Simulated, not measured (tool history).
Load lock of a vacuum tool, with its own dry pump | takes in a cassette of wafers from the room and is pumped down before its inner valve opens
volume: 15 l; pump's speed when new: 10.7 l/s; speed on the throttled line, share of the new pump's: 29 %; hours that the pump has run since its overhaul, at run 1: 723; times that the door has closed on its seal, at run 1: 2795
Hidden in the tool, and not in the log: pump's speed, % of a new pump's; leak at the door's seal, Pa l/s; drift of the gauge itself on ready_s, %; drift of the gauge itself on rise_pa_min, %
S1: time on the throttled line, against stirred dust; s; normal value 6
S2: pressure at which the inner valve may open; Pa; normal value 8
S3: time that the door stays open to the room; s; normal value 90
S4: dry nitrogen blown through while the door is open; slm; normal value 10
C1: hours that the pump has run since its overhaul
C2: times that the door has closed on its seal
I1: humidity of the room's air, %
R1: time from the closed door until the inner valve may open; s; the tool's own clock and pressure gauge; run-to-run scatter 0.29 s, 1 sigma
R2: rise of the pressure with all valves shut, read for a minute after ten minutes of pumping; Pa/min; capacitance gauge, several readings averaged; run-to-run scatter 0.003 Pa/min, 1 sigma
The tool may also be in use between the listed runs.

{"run": 1, "day": 0.0, "S1": 6, "S2": 8, "S3": 90, "S4": 10, "C1": 723, "C2": 2795, "I1": 45.1, "R1": 17.7, "R2": 0.053}
{"run": 2, "day": 13.792, "S1": 6, "S2": 8, "S3": 90, "S4": 10, "C1": 1054, "C2": 4075, "I1": 43.2, "R1": 17.9, "R2": 0.052}
{"run": 3, "day": 26.346, "S1": 6, "S2": 8, "S3": 90, "S4": 10, "C1": 1355, "C2": 5240, "I1": 46.4, "R1": 18.3, "R2": 0.06}
{"run": 4, "day": 40.821, "S1": 6, "S2": 8, "S3": 90, "S4": 10, "C1": 1703, "C2": 6583, "I1": 43.4, "R1": 17.8, "R2": 0.057}
{"run": 5, "day": 47.783, "S1": 6, "S2": 8, "S3": 90, "S4": 10, "C1": 1870, "C2": 7229, "I1": 44, "R1": 18.2, "R2": 0.058}
{"run": 6, "day": 60.367, "S1": 6, "S2": 8, "S3": 90, "S4": 10, "C1": 2172, "C2": 8396, "I1": 45, "R1": 17.5, "R2": 0.06}
{"run": 7, "day": 71.017, "S1": 6, "S2": 8, "S3": 90, "S4": 10, "C1": 2427, "C2": 9385, "I1": 45.5, "R1": 18, "R2": 0.063}
{"run": 8, "day": 83.854, "S1": 6, "S2": 8, "S3": 90, "S4": 10, "C1": 2735, "C2": 10576, "I1": 45.6, "R1": 17.9, "R2": 0.073}
{"run": 9, "day": 90.6, "S1": 6, "S2": 8, "S3": 26, "S4": 10, "C1": 2897, "C2": 11202, "I1": 44.7, "R1": 17.9, "R2": 0.049}
{"run": 10, "day": 97.508, "S1": 6, "S2": 8, "S3": 26, "S4": 10, "C1": 3063, "C2": 11842, "I1": 46.9, "R1": 17.6, "R2": 0.051}
{"run": 11, "day": 109.383, "S1": 6, "S2": 8, "S3": 90, "S4": 10, "C1": 3348, "C2": 12944, "I1": 45.7, "R1": 18.4, "R2": 0.065}
{"run": 12, "day": 124.054, "S1": 6, "S2": 8, "S3": 90, "S4": 10, "C1": 3700, "C2": 14306, "I1": 43.4, "R1": 18.7, "R2": 0.079}
{"run": 13, "day": 133.821, "S1": 6, "S2": 8, "S3": 90, "S4": 10, "C1": 3935, "C2": 15212, "I1": 46.6, "R1": 18.5, "R2": 0.071}
{"run": 14, "day": 145.375, "S1": 5, "S2": 8, "S3": 31, "S4": 28, "C1": 4212, "C2": 16284, "I1": 44, "R1": 17.8, "R2": 0.059}
{"run": 15, "day": 156.125, "S1": 11, "S2": 8, "S3": 90, "S4": 12, "C1": 4470, "C2": 17281, "I1": 47, "R1": 21.9, "R2": 0.082}
{"run": 16, "day": 166.475, "S1": 3, "S2": 9, "S3": 90, "S4": 12, "C1": 4718, "C2": 18242, "I1": 45.1, "R1": 16.4, "R2": 0.077}
{"run": 17, "day": 175.338, "S1": 6, "S2": 7, "S3": 27, "S4": 10, "C1": 4931, "C2": 19064, "I1": 45.6, "R1": 18.6, "R2": 0.068}
{"run": 18, "day": 186.529, "S1": 6, "S2": 7, "S3": 27, "S4": 10, "C1": 5200, "C2": 20102, "I1": 46, "R1": 18.8, "R2": 0.068}
{"run": 19, "day": 195.471, "S1": 6, "S2": 14, "S3": 69, "S4": 9, "C1": 5414, "C2": 20932, "I1": 44.7, "R1": 17.7, "R2": 0.081}
{"run": 20, "day": 206.417, "S1": 6, "S2": 14, "S3": 69, "S4": 35, "C1": 5677, "C2": 21947, "I1": 45.8, "R1": 18, "R2": 0.075}
{"run": 21, "day": 216.862, "S1": 6, "S2": 16, "S3": 120, "S4": 10, "C1": 5928, "C2": 22917, "I1": 47.8, "R1": 17.6, "R2": 0.105}
{"run": 22, "day": 223.888, "S1": 9, "S2": 6, "S3": 116, "S4": 11, "C1": 6096, "C2": 23569, "I1": 45.4, "R1": 21.3, "R2": 0.108}
{"run": 23, "day": 238.817, "S1": 7, "S2": 13, "S3": 29, "S4": 32, "C1": 6455, "C2": 24954, "I1": 42.6, "R1": 18.7, "R2": 0.075}
{"run": 24, "day": 252.975, "S1": 7, "S2": 13, "S3": 29, "S4": 32, "C1": 6794, "C2": 26267, "I1": 44.4, "R1": 18.9, "R2": 0.081}

Here are 5 independent what-if runs from the current tool condition. What would each one return?
{"run": "A", "day": 267.862, "S1": 7, "S2": 8, "S3": 176, "S4": 32, "C1": 7152, "C2": 27649, "I1": 45.8, "R1": "?", "R2": "?"}
{"run": "B", "day": 267.862, "S1": 6, "S2": 8, "S3": 32, "S4": 10, "C1": 7152, "C2": 27649, "I1": 44.7, "R1": "?", "R2": "?"}
{"run": "C", "day": 267.862, "S1": 6, "S2": 11, "S3": 47, "S4": 17, "C1": 7152, "C2": 27649, "I1": 45.4, "R1": "?", "R2": "?"}
{"run": "D", "day": 267.862, "S1": 4, "S2": 8, "S3": 82, "S4": 10, "C1": 7152, "C2": 27649, "I1": 43.6, "R1": "?", "R2": "?"}
{"run": "E", "day": 267.862, "S1": 6, "S2": 8, "S3": 40, "S4": 10, "C1": 7152, "C2": 27649, "I1": 42.4, "R1": "?", "R2": "?"}

run=A R1=20 R2=0.108
run=B R1=19.6 R2=0.094
run=C R1=18.3 R2=0.097
run=D R1=17.9 R2=0.108
run=E R1=19 R2=0.1
Stripped of hidden state, with their random variation kept, the same runs would have yielded:
run=A R1=18.5 R2=0.046
run=B R1=18.1 R2=0.032
run=C R1=16.8 R2=0.037
run=D R1=16.3 R2=0.047
run=E R1=17.5 R2=0.04
